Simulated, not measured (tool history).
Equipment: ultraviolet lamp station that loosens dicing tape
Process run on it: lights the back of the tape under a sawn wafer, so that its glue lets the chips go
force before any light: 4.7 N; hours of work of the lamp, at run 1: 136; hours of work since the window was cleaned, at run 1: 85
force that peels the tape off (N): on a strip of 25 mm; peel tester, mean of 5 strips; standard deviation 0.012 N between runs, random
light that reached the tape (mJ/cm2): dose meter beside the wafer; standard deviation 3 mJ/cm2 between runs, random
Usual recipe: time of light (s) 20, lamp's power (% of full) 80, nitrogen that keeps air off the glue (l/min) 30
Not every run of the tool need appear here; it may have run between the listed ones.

run	hour	time of light (s)	lamp's power (% of full)	nitrogen that keeps air off the glue (l/min)	hours of work of the lamp	hours of work since the window was cleaned	force that peels the tape off (N)	light that reached the tape (mJ/cm2)
1	0	20	80	30	136	85	0.641	408
2	30.6	20	80	30	154	103	0.62	406
3	51.5	20	80	11	166	116	1.102	403
4	74.4	20	80	11	180	129	1.13	403
5	103.6	20	80	48	197	147	0.516	391
6	127.5	20	80	48	211	161	0.553	392
7	147.1	20	80	30	223	173	0.701	393
8	177.4	20	80	30	241	191	0.68	390
9	194.7	20	97	30	251	201	0.489	463
10	223	20	80	30	268	218	0.683	382
11	250.3	20	80	30	284	234	0.721	385
12	279.7	20	80	30	302	252	0.729	378
13	299.5	20	80	30	314	263	0.721	377
14	331.2	20	80	30	333	282	0.741	374
15	347.3	20	80	30	342	292	0.73	375
16	381.6	20	80	30	363	312	0.79	365
17	400.9	20	80	30	374	324	0.777	366
18	434.5	20	87	30	394	344	0.677	395
19	463.6	20	87	30	411	361	0.664	389
20	497.7	20	87	30	432	381	0.699	391
21	519	23	80	30	444	394	0.617	408
22	549.4	23	80	30	462	412	0.673	408
23	575	23	65	42	478	427	0.8	324
24	605.9	21	98	44	496	446	0.441	445
25	630.5	21	98	44	511	460	0.457	439
26	659.9	12	64	11	528	478	2.61	167
27	681.4	20	80	28	541	491	0.896	336
28	695.6	20	99	28	549	499	0.614	416
29	724.6	20	99	28	567	516	0.639	418
30	756.9	20	99	28	586	536	0.661	415
31	778.8	12	67	23	599	549	2.083	166
32	796.3	20	92	48	609	559	0.579	376
33	828.8	11	69	37	629	578	2.06	150
34	850.6	19	77	9	642	591	1.7	293
35	880.4	19	77	9	659	609	1.751	293
36	895.1	20	77	34	668	618	0.983	304
37	909.3	31	77	50	677	626	0.375	479
38	927.7	40	61	30	687	637	0.468	481
39	956.6	20	89	30	705	654	0.845	351
# hour 980: window cleaned of glue's vapour
40	980	20	89	30	718	0	0.646	400
41	998.6	20	89	30	729	11	0.669	391
42	1023.2	20	89	30	744	26	0.679	396
43	1038.2	24	81	30	753	35	0.585	425
44	1056.5	20	60	33	764	45	1.218	263

Table of differences, measured result less the result of that run with no hidden state. Run-to-run variation is the same in both. Gauge scatter possibly is not:
Hidden state present: lamp's light, % of a new lamp's; light that the window lets through, % of a clean one's; drift of the gauge itself on peel_n, %; drift of the gauge itself on dose_mj_cm2, %.
run	force that peels the tape off (N)	light that reached the tape (mJ/cm2)
1	+0.077	-30
2	+0.086	-34
3	+0.128	-36
4	+0.139	-38
5	+0.091	-41
6	+0.102	-43
7	+0.126	-45
8	+0.129	-48
9	+0.105	-61
10	+0.142	-54
11	+0.156	-57
12	+0.167	-59
13	+0.168	-61
14	+0.18	-64
15	+0.183	-65
16	+0.207	-69
17	+0.206	-71
18	+0.195	-81
19	+0.2	-83
20	+0.219	-87
21	+0.203	-95
22	+0.226	-99
23	+0.262	-82
24	+0.163	-117
25	+0.172	-119
26	+0.403	-46
27	+0.313	-97
28	+0.239	-123
29	+0.255	-127
30	+0.266	-131
31	+0.462	-54
32	+0.246	-125
33	+0.506	-53
34	+0.493	-104
35	+0.52	-107
36	+0.406	-114
37	+0.172	-180
38	+0.223	-185
39	+0.383	-139
40	+0.205	-91
41	+0.216	-92
42	+0.222	-95
43	+0.204	-106
44	+0.336	-66
